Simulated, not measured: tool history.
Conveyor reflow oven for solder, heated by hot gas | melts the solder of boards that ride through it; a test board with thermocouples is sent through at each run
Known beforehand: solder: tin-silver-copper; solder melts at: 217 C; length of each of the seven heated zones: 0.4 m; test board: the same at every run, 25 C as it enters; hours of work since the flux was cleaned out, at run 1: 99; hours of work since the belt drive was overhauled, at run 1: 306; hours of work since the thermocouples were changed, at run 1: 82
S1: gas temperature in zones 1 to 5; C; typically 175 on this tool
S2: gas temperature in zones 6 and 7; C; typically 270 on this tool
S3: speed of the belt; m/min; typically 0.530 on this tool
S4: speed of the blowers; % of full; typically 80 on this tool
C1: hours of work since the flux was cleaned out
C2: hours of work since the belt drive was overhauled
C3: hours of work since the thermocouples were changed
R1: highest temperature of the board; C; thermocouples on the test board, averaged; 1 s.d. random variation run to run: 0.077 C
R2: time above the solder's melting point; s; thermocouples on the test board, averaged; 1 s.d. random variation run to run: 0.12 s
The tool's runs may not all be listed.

run	day	S1	S2	S3	S4	C1	C2	C3	R1	R2
1	0.000	175	270	0.530	80	99	306	82	261.36	77.4
2	0.450	175	270	0.530	80	105	311	88	261.40	77.4
3	1.400	175	270	0.530	80	116	323	99	261.45	77.3
4	2.038	175	270	0.530	80	124	331	107	261.40	77.4
5	2.754	175	270	0.530	80	133	339	115	261.45	77.6
6	3.317	175	270	0.524	80	140	346	122	261.67	78.4
7	4.279	175	270	0.524	80	151	358	134	261.72	78.6
# day 5.046: flux residue cleaned out of gas plates and filters
8	5.262	175	270	0.530	80	3	367	143	262.13	78.0
9	5.783	175	270	0.530	80	9	373	150	262.21	78.1
10	6.658	164	270	0.530	80	20	384	160	261.10	73.5
11	7.550	166	270	0.620	80	30	395	171	257.33	60.2
12	8.162	188	267	0.530	82	38	402	178	260.86	82.5
13	9.079	160	270	0.530	60	49	413	189	255.93	66.6
14	9.779	160	265	0.530	70	57	422	198	253.89	66.4
15	10.212	160	265	0.530	70	62	427	203	253.83	66.4
16	11.150	160	268	0.569	70	74	438	214	254.46	61.6
17	11.800	175	281	0.530	55	82	446	222	266.54	79.4
18	12.279	175	270	0.476	52	87	452	228	258.69	83.4
19	12.917	175	270	0.484	69	95	460	236	262.11	85.4
20	13.796	175	284	0.484	69	106	470	246	275.22	92.3

Alternative continuations, all from the tool just after run 20; predict every row:
A	14.371	175	259	0.484	69	113	477	253	?	?
B	14.371	175	270	0.559	80	113	477	253	?	?
C	14.371	175	279	0.530	80	113	477	253	?	?
D	14.371	175	266	0.589	69	113	477	253	?	?
E	14.371	173	284	0.484	69	113	477	253	?	?

run	R1	R2
A	251.46	78.2
B	260.55	73.0
C	270.45	82.0
D	253.37	63.5
E	275.15	91.8
With the hidden condition removed and each run's random variation left untouched, the same runs would have given:
run	R1	R2
A	251.29	77.6
B	260.54	72.5
C	270.41	81.4
D	253.35	63.2
E	275.02	91.0
